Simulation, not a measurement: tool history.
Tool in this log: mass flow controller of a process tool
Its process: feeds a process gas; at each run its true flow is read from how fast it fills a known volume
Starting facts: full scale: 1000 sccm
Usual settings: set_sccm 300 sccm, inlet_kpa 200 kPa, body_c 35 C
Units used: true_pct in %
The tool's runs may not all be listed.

Run 1, hour 0: usual settings. Result: true_pct 100.42 %.
Run 2, hour 217.1: usual settings. Result: true_pct 100.38 %.
Run 3, hour 479.6: usual settings. Result: true_pct 100.42 %.
Run 4, hour 900.4: usual settings. Result: true_pct 100.61 %.
Run 5, hour 1174.7: usual settings but inlet_kpa 187 kPa. Result: true_pct 100.68 %.
Run 6, hour 1426.5: usual settings but body_c 30 C. Result: true_pct 100.44 %.
Run 7, hour 1727.3: usual settings but body_c 30 C. Result: true_pct 100.56 %.
Run 8, hour 2067: usual settings but body_c 30 C. Result: true_pct 100.46 %.
Run 9, hour 2494.2: usual settings but set_sccm 182 sccm. Result: true_pct 100.99 %.
Run 10, hour 2684: usual settings. Result: true_pct 101.02 %.
Run 11, hour 3059.4: usual settings. Result: true_pct 101.27 %.
Run 12, hour 3414: usual settings. Result: true_pct 101.27 %.
Run 13, hour 3694.2: usual settings but set_sccm 224 sccm. Result: true_pct 101.38 %.
Run 14, hour 3903.1: usual settings. Result: true_pct 101.4 %.
Run 15, hour 4127.8: usual settings. Result: true_pct 101.6 %.
Run 16, hour 4412.1: usual settings. Result: true_pct 101.61 %.
Run 17, hour 4662.4: usual settings. Result: true_pct 101.63 %.
Run 18, hour 5022.7: usual settings. Result: true_pct 101.75 %.
Run 19, hour 5371.4: usual settings. Result: true_pct 101.86 %.
Run 20, hour 5745.2: usual settings but set_sccm 675 sccm. Result: true_pct 102.09 %.
Run 21, hour 6043: usual settings but set_sccm 675 sccm. Result: true_pct 102.2 %.
Run 22, hour 6229.9: usual settings but set_sccm 675 sccm. Result: true_pct 102.3 %.
Run 23, hour 6615.3: usual settings but set_sccm 675 sccm. Result: true_pct 102.39 %.
Run 24, hour 7025.4: usual settings but set_sccm 238 sccm, inlet_kpa 270 kPa, body_c 25 C. Result: true_pct 101.18 %.
At hour 7279.5: gauge calibrated.
Run 25, hour 7402.6: usual settings but set_sccm 699 sccm, body_c 29 C. Result: true_pct 100.23 %.
Run 26, hour 7778.4: usual settings but set_sccm 259 sccm, body_c 24 C. Result: true_pct 99.58 %.
Run 27, hour 8013.1: usual settings but set_sccm 259 sccm, body_c 24 C. Result: true_pct 99.66 %.
Run 28, hour 8228.7: usual settings but set_sccm 268 sccm, inlet_kpa 208 kPa, body_c 24 C. Result: true_pct 99.79 %.
Run 29, hour 8627.7: usual settings but set_sccm 587 sccm, inlet_kpa 208 kPa, body_c 36 C. Result: true_pct 101.01 %.
At hour 8729.1: controller exchanged for a calibrated one.
Run 30, hour 8988.9: usual settings but set_sccm 439 sccm, body_c 22 C. Result: true_pct 99.76 %.
Run 31, hour 9373.1: usual settings but set_sccm 439 sccm, body_c 22 C. Result: true_pct 100.12 %.
Run 32, hour 9566.5: usual settings but set_sccm 424 sccm, inlet_kpa 253 kPa, body_c 24 C. Result: true_pct 100.02 %.
Run 33, hour 9892.7: usual settings but set_sccm 181 sccm, inlet_kpa 179 kPa, body_c 33 C. Result: true_pct 100.94 %.
Run 34, hour 10301: usual settings but inlet_kpa 142 kPa, body_c 33 C. Result: true_pct 101.36 %.
Run 35, hour 10625.1: usual settings but set_sccm 959 sccm, inlet_kpa 265 kPa, body_c 29 C. Result: true_pct 100.86 %.
Run 36, hour 10949.9: usual settings but set_sccm 959 sccm, inlet_kpa 265 kPa, body_c 29 C. Result: true_pct 101.02 %.
Run 37, hour 11224.7: usual settings but set_sccm 107 sccm, inlet_kpa 191 kPa, body_c 32 C. Result: true_pct 101.17 %.
Run 38, hour 11525.8: usual settings but inlet_kpa 187 kPa, body_c 23 C. Result: true_pct 100.74 %.
Run 39, hour 11880.1: usual settings but inlet_kpa 187 kPa, body_c 23 C. Result: true_pct 100.74 %.
At hour 12070.7: gauge calibrated.
Run 40, hour 12304.7: usual settings but set_sccm 217 sccm, inlet_kpa 168 kPa, body_c 23 C. Result: true_pct 99.63 %.
Run 41, hour 12514.9: usual settings but set_sccm 379 sccm, inlet_kpa 210 kPa, body_c 25 C. Result: true_pct 99.74 %.
Run 42, hour 12792: usual settings but set_sccm 379 sccm, inlet_kpa 164 kPa, body_c 25 C. Result: true_pct 100.06 %.
Run 43, hour 13113: usual settings but set_sccm 379 sccm, inlet_kpa 164 kPa, body_c 25 C. Result: true_pct 99.98 %.

Below are 4 alternative next runs, each starting from the tool's condition after run 43. Predict each:
Run A, hour 13377.3: usual settings but set_sccm 282 sccm, inlet_kpa 156 kPa, body_c 28 C. Result: true_pct ?.
Run B, hour 13377.3: usual settings but set_sccm 313 sccm, body_c 30 C. Result: true_pct ?.
Run C, hour 13377.3: usual settings but set_sccm 309 sccm, inlet_kpa 259 kPa, body_c 30 C. Result: true_pct ?.
Run D, hour 13377.3: usual settings but set_sccm 109 sccm, inlet_kpa 275 kPa, body_c 25 C. Result: true_pct ?.

run  true_pct
  A    100.39
  B    100.39
  C    100.13
  D     99.51
Without the tool's hidden state the same runs would have given:
run  true_pct
  A    100.03
  B    100.04
  C     99.78
  D     99.15
